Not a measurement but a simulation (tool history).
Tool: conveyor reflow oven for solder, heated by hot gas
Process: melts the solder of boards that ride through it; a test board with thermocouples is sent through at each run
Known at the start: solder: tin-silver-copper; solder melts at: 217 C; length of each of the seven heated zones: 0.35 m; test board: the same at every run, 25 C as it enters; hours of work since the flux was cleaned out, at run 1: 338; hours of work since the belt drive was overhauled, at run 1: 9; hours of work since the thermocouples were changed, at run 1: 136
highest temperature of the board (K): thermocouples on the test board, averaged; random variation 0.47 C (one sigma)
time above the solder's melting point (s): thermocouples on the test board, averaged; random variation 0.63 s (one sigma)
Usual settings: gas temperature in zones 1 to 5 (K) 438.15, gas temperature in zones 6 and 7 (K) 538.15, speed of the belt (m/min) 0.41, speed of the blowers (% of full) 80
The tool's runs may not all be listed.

run,hour,gas temperature in zones 1 to 5 (K),gas temperature in zones 6 and 7 (K),speed of the belt (m/min),speed of the blowers (% of full),hours of work since the flux was cleaned out,hours of work since the belt drive was overhauled,hours of work since the thermocouples were changed,highest temperature of the board (K),time above the solder's melting point (s)
1,0,438.15,538.15,0.41,80,338,9,136,524.35,71.6
2,11.4,438.15,538.15,0.41,80,347,18,145,523.15,71.6
3,22.9,438.15,538.15,0.41,80,356,27,154,523.95,71.5
4,33.9,438.15,538.15,0.41,80,364,35,163,524.35,73
5,43.3,438.15,538.15,0.41,80,372,43,170,524.05,71.3
6,51.7,438.15,538.15,0.455,80,378,49,177,520.85,61.3
7,64.1,438.15,538.15,0.343,80,388,59,186,528.55,93.3
8,75.9,438.15,538.15,0.343,80,397,68,196,528.45,93.3
9,89.4,438.15,538.15,0.343,80,408,79,206,529.25,93.6
10,103.6,439.15,526.15,0.441,80,419,90,217,511.45,53.7
11,120.3,446.15,538.15,0.474,80,432,103,230,521.25,60.8
12,137.7,446.15,530.15,0.338,84,445,117,244,522.35,93.5
# hour 144.7: flux residue cleaned out of gas plates and filters
13,153.8,446.15,551.15,0.333,82,7,125,253,542.85,111.7
14,164.5,446.15,551.15,0.333,58,16,134,261,535.15,105
15,173.4,446.15,551.15,0.333,58,23,141,268,536.35,105.6
16,191.2,446.15,551.15,0.381,56,36,154,282,529.65,87.5
17,206.2,445.15,551.15,0.381,67,48,166,294,535.05,89.2
18,221.3,441.15,528.15,0.431,65,60,178,305,508.95,49.7

Hidden state at the last listed run before each entry between runs and at the first one after, where it differs:
Between runs 12 and 13: flux residue cleaned out of gas plates and filters (hour 144.7)
  heat that the gas passes to the board, % of a clean oven's: 99.1 -> 100
